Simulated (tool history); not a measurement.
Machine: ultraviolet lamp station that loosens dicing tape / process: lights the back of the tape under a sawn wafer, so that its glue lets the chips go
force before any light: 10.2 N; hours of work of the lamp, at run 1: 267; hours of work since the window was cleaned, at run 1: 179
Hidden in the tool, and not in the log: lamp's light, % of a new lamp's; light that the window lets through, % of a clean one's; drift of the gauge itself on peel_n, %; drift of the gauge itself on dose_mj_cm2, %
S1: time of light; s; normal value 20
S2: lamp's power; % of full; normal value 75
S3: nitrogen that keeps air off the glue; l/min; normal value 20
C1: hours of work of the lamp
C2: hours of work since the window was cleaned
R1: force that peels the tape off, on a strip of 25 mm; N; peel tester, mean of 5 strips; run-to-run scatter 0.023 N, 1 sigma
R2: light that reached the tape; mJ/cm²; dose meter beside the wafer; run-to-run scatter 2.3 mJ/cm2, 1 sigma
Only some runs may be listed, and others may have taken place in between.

run 1 day=0.000 | S1=20 S2=75 S3=20 | C1=267 C2=179 | R1=1.446 R2=180
run 2 day=0.325 | S1=20 S2=75 S3=20 | C1=272 C2=183 | R1=1.453 R2=179
run 3 day=0.792 | S1=20 S2=75 S3=20 | C1=278 C2=190 | R1=1.481 R2=178
run 4 day=1.183 | S1=20 S2=75 S3=20 | C1=284 C2=195 | R1=1.447 R2=180
run 5 day=1.762 | S1=20 S2=75 S3=20 | C1=292 C2=203 | R1=1.503 R2=179
run 6 day=2.158 | S1=20 S2=75 S3=20 | C1=297 C2=209 | R1=1.493 R2=178
run 7 day=2.633 | S1=20 S2=75 S3=20 | C1=304 C2=215 | R1=1.527 R2=175
run 8 day=3.092 | S1=20 S2=75 S3=20 | C1=310 C2=222 | R1=1.598 R2=178
run 9 day=3.392 | S1=20 S2=75 S3=20 | C1=315 C2=226 | R1=1.507 R2=179
run 10 day=3.788 | S1=20 S2=75 S3=20 | C1=320 C2=232 | R1=1.525 R2=174
run 11 day=4.246 | S1=20 S2=75 S3=20 | C1=327 C2=238 | R1=1.481 R2=173
run 12 day=4.500 | S1=20 S2=75 S3=20 | C1=330 C2=241 | R1=1.627 R2=173
run 13 day=4.888 | S1=20 S2=75 S3=20 | C1=336 C2=247 | R1=1.546 R2=171
run 14 day=5.308 | S1=20 S2=75 S3=20 | C1=341 C2=253 | R1=1.557 R2=171
run 15 day=5.671 | S1=20 S2=75 S3=20 | C1=346 C2=258 | R1=1.586 R2=170
run 16 day=6.221 | S1=20 S2=75 S3=20 | C1=354 C2=265 | R1=1.631 R2=167
run 17 day=6.554 | S1=20 S2=75 S3=20 | C1=359 C2=270 | R1=1.589 R2=167
run 18 day=6.896 | S1=20 S2=75 S3=20 | C1=364 C2=275 | R1=1.671 R2=170
run 19 day=7.238 | S1=20 S2=75 S3=20 | C1=368 C2=280 | R1=1.679 R2=167
run 20 day=7.758 | S1=20 S2=75 S3=20 | C1=376 C2=287 | R1=1.718 R2=166
run 21 day=8.083 | S1=20 S2=75 S3=20 | C1=380 C2=292 | R1=1.676 R2=166
run 22 day=8.517 | S1=17 S2=68 S3=35 | C1=386 C2=298 | R1=1.977 R2=127
run 23 day=8.788 | S1=17 S2=68 S3=35 | C1=390 C2=301 | R1=1.957 R2=125
run 24 day=9.208 | S1=25 S2=75 S3=29 | C1=396 C2=307 | R1=0.901 R2=208
-- day=9.258 window cleaned of glue's vapour
run 25 day=9.471 | S1=25 S2=75 S3=29 | C1=399 C2=3 | R1=1.034 R2=193
run 26 day=10.008 | S1=13 S2=66 S3=21 | C1=407 C2=10 | R1=3.653 R2=89
run 27 day=10.392 | S1=13 S2=66 S3=21 | C1=412 C2=16 | R1=3.739 R2=89
-- day=10.558 window cleaned of glue's vapour, once more
run 28 day=10.871 | S1=20 S2=70 S3=13 | C1=419 C2=4 | R1=2.011 R2=166
run 29 day=11.396 | S1=34 S2=70 S3=8 | C1=426 C2=12 | R1=1.125 R2=282
run 30 day=11.800 | S1=39 S2=82 S3=8 | C1=431 C2=17 | R1=0.628 R2=381
run 31 day=12.050 | S1=39 S2=82 S3=8 | C1=435 C2=21 | R1=0.626 R2=381
run 32 day=12.462 | S1=20 S2=70 S3=20 | C1=441 C2=27 | R1=1.663 R2=170
run 33 day=12.867 | S1=26 S2=96 S3=20 | C1=446 C2=32 | R1=0.536 R2=298
run 34 day=13.112 | S1=20 S2=83 S3=13 | C1=450 C2=36 | R1=1.621 R2=198
run 35 day=13.617 | S1=11 S2=83 S3=13 | C1=457 C2=43 | R1=3.690 R2=104
run 36 day=14.075 | S1=11 S2=83 S3=13 | C1=463 C2=49 | R1=3.744 R2=109
run 37 day=14.462 | S1=11 S2=83 S3=13 | C1=469 C2=55 | R1=3.625 R2=104
run 38 day=14.883 | S1=32 S2=69 S3=6 | C1=475 C2=60 | R1=1.649 R2=262
run 39 day=15.358 | S1=32 S2=69 S3=6 | C1=481 C2=67 | R1=1.671 R2=253
run 40 day=15.679 | S1=12 S2=99 S3=10 | C1=486 C2=72 | R1=3.000 R2=137
run 41 day=16.021 | S1=22 S2=75 S3=20 | C1=490 C2=76 | R1=1.302 R2=190
run 42 day=16.567 | S1=23 S2=70 S3=16 | C1=498 C2=84 | R1=1.556 R2=187

Some steps in R1, run to run, broken into two amounts with sign: the step expected even without the hidden condition (settings, incoming material, random variation), and the rest, left for the hidden condition together with whatever gauge scatter is not in both the measured and the hidden-condition-free result:
Run 23 -> 24: S1 17 -> 25, S2 68 -> 75, S3 35 -> 29. R1 -1.056 N: hidden state -0.289, all else -0.767.
Run 25 -> 26: S1 25 -> 13, S2 75 -> 66, S3 29 -> 21. R1 +2.619 N: hidden state +0.592, all else +2.027.
Run 27 -> 28: S1 13 -> 20, S2 66 -> 70, S3 21 -> 13, window cleaned of glue's vapour, once more. R1 -1.728 N: hidden state -0.682, all else -1.046.
Run 34 -> 35: S1 20 -> 11. R1 +2.069 N: hidden state +0.208, all else +1.861.
Run 37 -> 38: S1 11 -> 32, S2 83 -> 69, S3 13 -> 6. R1 -1.976 N: hidden state -0.179, all else -1.797.
